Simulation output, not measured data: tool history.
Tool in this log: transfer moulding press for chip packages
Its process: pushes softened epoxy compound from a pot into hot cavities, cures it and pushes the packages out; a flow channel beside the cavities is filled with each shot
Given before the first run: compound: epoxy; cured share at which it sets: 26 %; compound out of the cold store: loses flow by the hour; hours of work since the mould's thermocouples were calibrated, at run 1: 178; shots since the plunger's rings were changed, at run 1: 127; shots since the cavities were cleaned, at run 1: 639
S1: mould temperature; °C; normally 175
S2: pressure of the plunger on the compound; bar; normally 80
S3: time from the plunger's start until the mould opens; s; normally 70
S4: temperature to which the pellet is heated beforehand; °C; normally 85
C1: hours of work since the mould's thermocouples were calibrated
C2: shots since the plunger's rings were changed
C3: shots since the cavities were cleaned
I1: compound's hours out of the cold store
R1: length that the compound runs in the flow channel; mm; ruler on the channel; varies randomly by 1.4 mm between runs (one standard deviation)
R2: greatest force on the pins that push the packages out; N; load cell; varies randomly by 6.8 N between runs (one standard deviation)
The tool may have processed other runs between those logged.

run     day   S1    S2   S3  S4   C1    C2    C3    I1   R1   R2
  1       0  175    80   70  85  178   127   639  22.6  727  471
  2   0.238  175    80   68  85  182   246   758  25.7  717  506
  3   0.679  175    80   68  85  190   466   978  47.9  671  498
      0.854  -- cavities cleaned with cleaning compound and waxed
  4   1.012  175    80   68  85  195   601    78  38.2  690  314
  5    1.25  179    80   70  85  199   721   198    20  715  290
  6   1.662  179    80   73  85  207   925   402  41.8  670  311
  7   1.929  179    80   73  85  212  1059   536    31  691  330
  8   2.471  179    80   73  85  222  1329   806  23.4  704  366
  9   2.904  175    80   70  85  230  1547  1024   8.9  751  494
      3.012  -- cavities cleaned with cleaning compound and waxed
 10   3.471  175    80   70  85  239  1798   229  39.4  683  364
 11   3.692  175    80   70  85  243  1908   339  31.4  702  393
 12   4.121  177    80   70  85  251  2124   555  21.7  710  383
 13   4.538  177    80   70  85  258  2330   761  31.8  688  393
 14   4.896  181    80   70  85  265  2511   942     9  724  390
      5.133  -- cavities cleaned with cleaning compound and waxed
 15   5.388  173    80   78  75  273  2724   126  15.8  739  305
 16   5.804  177  87.3   70  87  281  2932   334  43.4  688  329
      5.921  -- mould's thermocouples calibrated
 17   6.167  175  82.8   54  79    5  3072   474  26.5  713  813
 18   6.404  173    80  107  79    9  3191   593  37.1  686  310
      6.904  -- mould's thermocouples calibrated, once more
 19   6.983  173    80  107  79    1  3438   840  37.8  690  357
      7.121  -- plunger's sealing rings changed
 20   7.421  175    80   70  80    8   151  1007  46.2  677  475
      7.562  -- cavities cleaned with cleaning compound and waxed
 21   7.854  175    80   70  80   14   336   146  44.1  681  326
 22   8.333  175    80   55  85   23   574   384    31  704  746
 23   8.633  181  86.8   70  94   29   725   535  40.6  690  354
 24   9.058  174  67.6   96  85   36   937   747    41  632  337
 25   9.362  174  67.6   96  85   42  1090   900  23.9  667  363
      9.683  -- cavities cleaned with cleaning compound and waxed
 26   9.917  173  86.4   91  86   51  1335   116  39.5  717  271
 27  10.229  179  70.5  102  90   57  1490   271  32.5  642  275
 28  10.646  171    80   70  85   64  1699   480    46  681  541

Predict each of these 3 candidate next runs independently; none follows another, all start after run 28:
  A  11.183  171  80  60  93  74  1967  748  32.9   ?   ?
  B  11.183  178  80  83  85  74  1967  748  26.1   ?   ?
  C  11.183  175  80  70  90  74  1967  748  43.2   ?   ?

run   R1   R2
  A  707  839
  B  698  342
  C  675  447
With the hidden condition removed and each run's random variation left untouched, the same runs would have given:
run   R1   R2
  A  719  495
  B  710  204
  C  686  262

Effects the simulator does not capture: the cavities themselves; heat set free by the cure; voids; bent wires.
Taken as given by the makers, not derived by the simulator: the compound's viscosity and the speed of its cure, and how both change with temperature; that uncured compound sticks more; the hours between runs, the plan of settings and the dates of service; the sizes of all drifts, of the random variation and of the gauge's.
